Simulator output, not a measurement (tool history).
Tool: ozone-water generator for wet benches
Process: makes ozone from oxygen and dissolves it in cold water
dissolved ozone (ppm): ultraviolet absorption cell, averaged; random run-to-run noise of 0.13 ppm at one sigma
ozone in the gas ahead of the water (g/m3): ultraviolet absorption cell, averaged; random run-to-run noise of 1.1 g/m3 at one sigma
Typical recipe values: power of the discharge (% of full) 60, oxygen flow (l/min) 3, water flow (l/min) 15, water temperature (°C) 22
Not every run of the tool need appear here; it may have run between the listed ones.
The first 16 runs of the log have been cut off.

run    hour  power of the discharge (% of full)  oxygen flow (l/min)  water flow (l/min)  water temperature (°C)  hours of work since the electrodes were changed  hours of work since the contactor was cleaned  hours of work since the thermometer was calibrated  dissolved ozone (ppm)  ozone in the gas ahead of the water (g/m3)
 17   830.2                                  60                    3                  22                      22                                             1053                                           3559                                                2431                    9.3                                       202.9
 18   895.3                                  60                    3                  22                      22                                             1116                                           3622                                                2494                    9.5                                       201.1
 19   953.8                                  60                    3                  22                      22                                             1173                                           3679                                                2551                    9.3                                       202.3
 20  1019.7                                  90                    3                  15                      22                                             1236                                           3742                                                2614                   19.1                                       269.6
 21  1085.6                                  62                 4.33                  15                      17                                             1300                                           3806                                                2678                   15.8                                       169.6
 22  1115.7                                  62                 4.33                  15                      17                                             1329                                           3835                                                2707                   15.9                                       169.1
     1126.4  -- contactor cleaned
 23  1178.4                                  62                 4.33                  15                      17                                             1386                                             50                                                2764                   15.7                                         171
 24  1235.7                                  54                 3.08                  12                      18                                             1441                                            106                                                2819                   17.6                                       184.1
 25  1284.3                                  54                 3.08                  12                      18                                             1488                                            153                                                2867                   17.6                                         184
 26  1321.5                                  54                 3.32                  12                      19                                             1524                                            189                                                2903                   17.4                                         178
     1325.2  -- water thermometer calibrated
 27    1386                                  40                  2.3                  13                      15                                             1586                                            251                                                  59                   13.3                                       176.2
 28  1447.4                                  60                 3.36                  13                      15                                             1646                                            310                                                 118                   18.3                                       191.8
 29  1498.7                                  60                 3.36                  13                      15                                             1695                                            360                                                 168                   18.3                                       190.6
 30  1542.4                                  60                 3.36                  13                      15                                             1738                                            402                                                 210                   18.5                                       192.1
 31  1605.4                                  50                 5.08                  23                      15                                             1799                                            463                                                 271                    8.7                                       133.3
 32  1640.9                                  51                 2.75                  19                      15                                             1833                                            497                                                 305                   10.5                                       189.9

What does the tool deliver on the next run?
 33  1703.7                                  51                 2.75                  19                      15                                             1894                                            558                                                 366                      ?                                           ?

dissolved ozone (ppm): 10.3
ozone in the gas ahead of the water (g/m3): 191.5
The same run, on a tool lacking any hidden state, would have yielded dissolved ozone (ppm) 10.3, ozone in the gas ahead of the water (g/m3) 191.6.
